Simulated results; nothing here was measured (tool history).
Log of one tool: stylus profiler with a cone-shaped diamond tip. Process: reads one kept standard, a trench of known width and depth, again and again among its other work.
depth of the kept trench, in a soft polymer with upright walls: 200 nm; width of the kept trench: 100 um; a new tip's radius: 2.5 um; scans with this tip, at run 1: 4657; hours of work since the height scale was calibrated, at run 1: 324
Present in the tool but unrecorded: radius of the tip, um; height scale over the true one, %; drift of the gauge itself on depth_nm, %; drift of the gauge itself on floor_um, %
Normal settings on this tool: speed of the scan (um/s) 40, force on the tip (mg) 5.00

run	hour	speed of the scan (um/s)	force on the tip (mg)	scans with this tip	hours of work since the height scale was calibrated	depth of the trench (nm)	width of the trench's floor (µm)
1	0.0	40	5.00	4657	324	201.67	97.71
2	42.7	30	5.00	5035	351	201.82	97.75
3	78.5	40	5.00	5351	373	201.61	97.71
4	105.0	40	3.65	5586	389	201.14	97.66
5	135.2	40	3.65	5853	407	201.34	97.66
6	163.1	40	3.65	6099	425	201.20	97.63
7	206.6	40	3.65	6484	451	201.27	97.56
8	250.1	40	14.98	6868	478	203.58	97.63
9	270.8	40	14.98	7051	491	203.70	97.59
10	293.5	40	5.00	7252	505	201.63	97.58
11	333.3	40	5.00	7604	529	201.60	97.50
12	366.8	40	2.32	7901	550	200.87	97.43
13	406.5	40	2.32	8251	574	200.83	97.52
14	425.6	40	2.32	8420	586	200.67	97.43
15	447.9	40	2.32	8618	600	200.87	97.48
16	477.9	53	5.00	8883	618	201.52	97.46
17	516.6	72	5.00	9225	642	201.27	97.39
18	538.0	40	5.00	9414	655	201.59	97.45
19	563.4	40	5.00	9638	671	201.27	97.50
20	587.0	40	5.00	9847	686	201.43	97.44
21	626.0	40	5.00	10192	710	201.38	97.48
22	659.7	11	5.00	10490	730	201.45	97.48
23	678.5	18	10.03	10656	742	202.70	97.44
24	719.8	10	12.59	11021	767	202.96	97.45
25	747.1	99	4.74	11263	784	201.36	97.26
26	776.5	40	4.74	11522	802	201.46	97.29
27	818.9	69	3.50	11897	828	201.05	97.22
28	843.3	108	12.92	12113	843	203.27	97.27
29	872.1	108	12.92	12368	861	203.23	97.23
30	906.4	41	5.93	12671	882	201.69	97.34
31	950.7	41	5.93	13063	909	201.72	97.27
32	986.4	41	5.93	13378	931	201.65	97.25
33	1011.9	13	13.39	13604	947	203.35	97.28
34	1039.3	13	13.39	13846	964	202.94	97.32
35	1070.5	66	4.44	14122	983	201.11	97.21
36	1100.8	158	5.90	14390	1002	201.46	96.97
37	1141.4	158	4.66	14749	1027	201.21	96.93
38	1170.5	16	5.74	15006	1045	201.34	97.22
39	1199.7	20	5.31	15264	1063	201.38	97.16
40	1235.7	20	5.31	15583	1085	201.46	97.15
41	1278.2	71	2.46	15959	1111	200.61	97.09
42	1318.0	39	3.76	16310	1135	200.99	97.11
43	1358.5	39	3.76	16669	1160	201.00	97.15

3 ways to go on from here, each from the tool as it stands after run 43. What would each give?
A	1403.0	18	4.74	17062	1188	?	?
B	1403.0	11	9.08	17062	1188	?	?
C	1403.0	62	5.00	17062	1188	?	?

run	depth of the trench (nm)	width of the trench's floor (µm)
A	201.28	97.17
B	202.13	97.17
C	201.37	97.00
Without the tool's unlogged condition, the same runs would have read:
run	depth of the trench (nm)	width of the trench's floor (µm)
A	201.90	98.04
B	202.75	98.04
C	201.99	97.88
